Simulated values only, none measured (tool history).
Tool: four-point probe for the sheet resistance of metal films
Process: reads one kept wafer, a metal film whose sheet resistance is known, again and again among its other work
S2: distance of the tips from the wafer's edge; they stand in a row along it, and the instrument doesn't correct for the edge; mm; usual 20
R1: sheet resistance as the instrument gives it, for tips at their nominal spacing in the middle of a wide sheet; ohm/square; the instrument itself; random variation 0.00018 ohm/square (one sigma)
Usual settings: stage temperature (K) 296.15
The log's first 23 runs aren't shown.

{"run": 24, "hour": 1053.5, "stage temperature (K)": 292.15, "S2": 7, "R1": 0.93782}
{"hour": 1064.3, "done": "stage's thermometer calibrated, once more"}
{"run": 25, "hour": 1096.6, "stage temperature (K)": 293.15, "S2": 28, "R1": 0.920796}
{"run": 26, "hour": 1155.3, "stage temperature (K)": 296.15, "S2": 12, "R1": 0.922244}
{"run": 27, "hour": 1186.3, "stage temperature (K)": 296.15, "S2": 9, "R1": 0.926694}
{"run": 28, "hour": 1230.8, "stage temperature (K)": 296.15, "S2": 9, "R1": 0.927096}
{"run": 29, "hour": 1268.6, "stage temperature (K)": 291.15, "S2": 5, "R1": 0.953755}
{"run": 30, "hour": 1326.1, "stage temperature (K)": 301.15, "S2": 14, "R1": 0.916015}
{"run": 31, "hour": 1371.5, "stage temperature (K)": 302.15, "S2": 4, "R1": 0.957499}
{"run": 32, "hour": 1415.2, "stage temperature (K)": 307.15, "S2": 5, "R1": 0.93599}
{"run": 33, "hour": 1451.9, "stage temperature (K)": 308.15, "S2": 7, "R1": 0.920512}
{"run": 34, "hour": 1490.3, "stage temperature (K)": 295.15, "S2": 7, "R1": 0.935235}
{"run": 35, "hour": 1533.1, "stage temperature (K)": 307.15, "S2": 58, "R1": 0.906449}
{"run": 36, "hour": 1588.8, "stage temperature (K)": 294.15, "S2": 58, "R1": 0.920608}
{"run": 37, "hour": 1646.6, "stage temperature (K)": 293.15, "S2": 40, "R1": 0.922558}
{"run": 38, "hour": 1681.6, "stage temperature (K)": 296.15, "S2": 6, "R1": 0.94025}
{"run": 39, "hour": 1714.1, "stage temperature (K)": 293.15, "S2": 15, "R1": 0.925915}

Forecast each of these 4 alternatives for the next run:
{"run": "A", "hour": 1756.8, "stage temperature (K)": 293.15, "S2": 22, "R1": "?"}
{"run": "B", "hour": 1756.8, "stage temperature (K)": 308.15, "S2": 19, "R1": "?"}
{"run": "C", "hour": 1756.8, "stage temperature (K)": 296.15, "S2": 8, "R1": "?"}
{"run": "D", "hour": 1756.8, "stage temperature (K)": 303.15, "S2": 7, "R1": "?"}

run=A R1=0.924121
run=B R1=0.908236
run=C R1=0.931196
run=D R1=0.926768
Without the tool's hidden state the same runs would have given:
run=A R1=0.920243
run=B R1=0.904435
run=C R1=0.927293
run=D R1=0.922890

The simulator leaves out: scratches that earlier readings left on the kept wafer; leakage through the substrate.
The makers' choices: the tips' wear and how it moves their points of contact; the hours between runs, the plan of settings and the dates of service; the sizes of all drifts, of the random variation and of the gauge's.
